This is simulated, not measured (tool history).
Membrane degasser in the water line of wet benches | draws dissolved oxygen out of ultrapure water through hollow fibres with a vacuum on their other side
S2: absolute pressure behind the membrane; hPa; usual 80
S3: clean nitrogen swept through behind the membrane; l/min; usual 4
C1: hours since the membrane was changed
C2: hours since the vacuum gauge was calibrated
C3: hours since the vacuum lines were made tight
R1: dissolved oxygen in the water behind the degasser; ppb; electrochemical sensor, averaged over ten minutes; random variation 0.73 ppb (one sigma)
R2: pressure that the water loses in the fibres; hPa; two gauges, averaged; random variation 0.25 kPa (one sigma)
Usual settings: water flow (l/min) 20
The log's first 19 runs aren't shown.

run 20 day=68.346 | water_flow_(l/min)=13 S2=127.2 S3=2.44 | C1=6208 C2=2450 C3=7814 | R1=127.2 R2=433.6
run 21 day=72.892 | water_flow_(l/min)=13 S2=127.2 S3=2.44 | C1=6317 C2=2559 C3=7923 | R1=131.5 R2=438.1
run 22 day=77.771 | water_flow_(l/min)=20 S2=80 S3=2.74 | C1=6434 C2=2676 C3=8040 | R1=97.4 R2=671.8
run 23 day=81.675 | water_flow_(l/min)=20 S2=80 S3=2.74 | C1=6528 C2=2769 C3=8134 | R1=96.5 R2=674.5
run 24 day=85.842 | water_flow_(l/min)=20 S2=80 S3=2.74 | C1=6628 C2=2869 C3=8234 | R1=95.5 R2=672.3
run 25 day=88.058 | water_flow_(l/min)=20 S2=164 S3=3.19 | C1=6681 C2=2923 C3=8287 | R1=210 R2=673.8
run 26 day=92.704 | water_flow_(l/min)=20 S2=164 S3=3.19 | C1=6793 C2=3034 C3=8398 | R1=209.8 R2=675.7
run 27 day=97.229 | water_flow_(l/min)=20 S2=164 S3=3.19 | C1=6901 C2=3143 C3=8507 | R1=209.7 R2=669.5
run 28 day=100.592 | water_flow_(l/min)=20 S2=80 S3=5.35 | C1=6982 C2=3223 C3=8588 | R1=56.2 R2=672.8
run 29 day=104.962 | water_flow_(l/min)=15 S2=152.7 S3=3.23 | C1=7087 C2=3328 C3=8693 | R1=146.7 R2=504.8
run 30 day=107.121 | water_flow_(l/min)=20 S2=159 S3=4 | C1=7139 C2=3380 C3=8744 | R1=165.9 R2=672.2

Forecast each of these 5 alternatives for the next run:
run A day=110.983 | water_flow_(l/min)=20 S2=128.4 S3=5.71 | C1=7232 C2=3473 C3=8837 | R1=? R2=?
run B day=110.983 | water_flow_(l/min)=28 S2=114.8 S3=1.89 | C1=7232 C2=3473 C3=8837 | R1=? R2=?
run C day=110.983 | water_flow_(l/min)=22 S2=88.7 S3=4.01 | C1=7232 C2=3473 C3=8837 | R1=? R2=?
run D day=110.983 | water_flow_(l/min)=21 S2=83.1 S3=7.03 | C1=7232 C2=3473 C3=8837 | R1=? R2=?
run E day=110.983 | water_flow_(l/min)=21 S2=153.1 S3=6.66 | C1=7232 C2=3473 C3=8837 | R1=? R2=?

run=A R1=96.8 R2=673.8
run=B R1=305.6 R2=938.2
run=C R1=89.6 R2=739.3
run=D R1=50.9 R2=706
run=E R1=108.6 R2=710
Without the tool's hidden state the same runs would have given:
run=A R1=92.3 R2=648.2
run=B R1=297.5 R2=902.5
run=C R1=84.9 R2=711.2
run=D R1=47.2 R2=679.2
run=E R1=103.9 R2=683.1
